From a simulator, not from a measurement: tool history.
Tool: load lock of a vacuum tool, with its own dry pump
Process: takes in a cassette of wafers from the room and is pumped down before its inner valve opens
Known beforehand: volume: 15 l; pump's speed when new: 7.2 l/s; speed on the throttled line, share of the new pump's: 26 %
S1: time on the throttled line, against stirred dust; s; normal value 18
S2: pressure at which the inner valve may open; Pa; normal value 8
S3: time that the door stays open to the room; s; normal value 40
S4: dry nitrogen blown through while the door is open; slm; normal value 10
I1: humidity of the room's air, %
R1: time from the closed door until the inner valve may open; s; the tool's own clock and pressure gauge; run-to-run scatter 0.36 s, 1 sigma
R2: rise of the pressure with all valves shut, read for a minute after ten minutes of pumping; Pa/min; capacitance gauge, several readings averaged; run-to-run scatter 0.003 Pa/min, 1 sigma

run,hour,S1,S2,S3,S4,I1,R1,R2
1,0,18,8,40,10,43.5,33.7,0.16
2,93.4,18,8,35,10,45.3,33.2,0.164
3,223.6,18,8,35,10,47.2,33.4,0.164
4,288.9,18,8,35,10,42.5,33.9,0.166
5,369.9,18,8,35,10,45.4,33.7,0.174
6,476.7,18,8,35,10,49.2,33.7,0.174
7,552.5,18,8,40,10,45.6,34.3,0.173
8,617.4,18,8,40,10,47,34,0.179
9,708.2,18,8,40,10,43.5,34.3,0.182
10,770.4,18,8,40,10,45.5,34.1,0.176
11,854.6,23,8,40,10,48.5,37.4,0.18
12,935.9,23,8,40,10,45.3,37.4,0.183
13,1037.5,18,8,40,10,47,34.5,0.193
14,1093.3,18,8,40,10,42.4,33.6,0.184
15,1182.7,18,8,40,10,41.8,34.9,0.187
16,1248.9,18,8,219,10,45.3,33.8,0.221
17,1306.7,18,8,219,10,44.4,34.2,0.221
18,1418.6,18,8,68,10,40.9,33.6,0.204
19,1522.2,18,8,68,10,43.5,33.9,0.199
20,1619.9,18,12,68,10,42.1,33.8,0.205
21,1749,18,15,94,20,45.1,32.4,0.209
22,1837.2,18,15,40,22,43.2,32.6,0.19
23,1914.4,18,15,40,22,43.5,32.6,0.202
24,1988.1,26,12,41,7,43.2,38.8,0.219
25,2059.6,26,10,41,7,42.7,39.5,0.217
26,2177.8,26,10,41,8,43.6,39.5,0.217
27,2290.4,26,10,41,8,39.8,39.4,0.223
28,2366.7,26,10,41,8,48.3,39.5,0.231
29,2458.5,26,10,41,8,45.8,40,0.231
30,2556.6,18,13,45,8,44,32.8,0.231
31,2615.8,18,13,45,8,45.2,33.1,0.238
32,2729.6,18,13,45,8,42.4,33.1,0.237
33,2796.6,25,13,45,8,44.6,38.3,0.239
34,2873.6,30,6,121,20,45.1,44.1,0.242
35,2991.1,18,7,40,19,42.6,35.2,0.229
36,3116.9,18,7,40,19,46.1,34.7,0.232
37,3227.8,27,9,80,29,46.8,40.8,0.237

How would selected steps in R1 from run to run divide? Give the signed amount a tool lacking its hidden state would still show from settings, what came in and random variation, and the signed amount left for the hidden state, including any gauge scatter that is not in both of the compared results.
Unlogged tool condition in this case: pump's speed, % of a new pump's; leak at the door's seal, Pa l/s; drift of the gauge itself on ready_s, %; drift of the gauge itself on rise_pa_min, %.
Run 1 -> 2: S3 40 -> 35. R1 -0.5 s: hidden state +0.1, all else -0.6.
Run 23 -> 24: S1 18 -> 26, S2 15 -> 12, S3 40 -> 41, S4 22 -> 7. R1 +6.2 s: hidden state -0.2, all else +6.4.
Run 29 -> 30: S1 26 -> 18, S2 10 -> 13, S3 41 -> 45. R1 -7.2 s: hidden state +0.1, all else -7.3.
Run 34 -> 35: S1 30 -> 18, S2 6 -> 7, S3 121 -> 40, S4 20 -> 19. R1 -8.9 s: hidden state +0.3, all else -9.2.

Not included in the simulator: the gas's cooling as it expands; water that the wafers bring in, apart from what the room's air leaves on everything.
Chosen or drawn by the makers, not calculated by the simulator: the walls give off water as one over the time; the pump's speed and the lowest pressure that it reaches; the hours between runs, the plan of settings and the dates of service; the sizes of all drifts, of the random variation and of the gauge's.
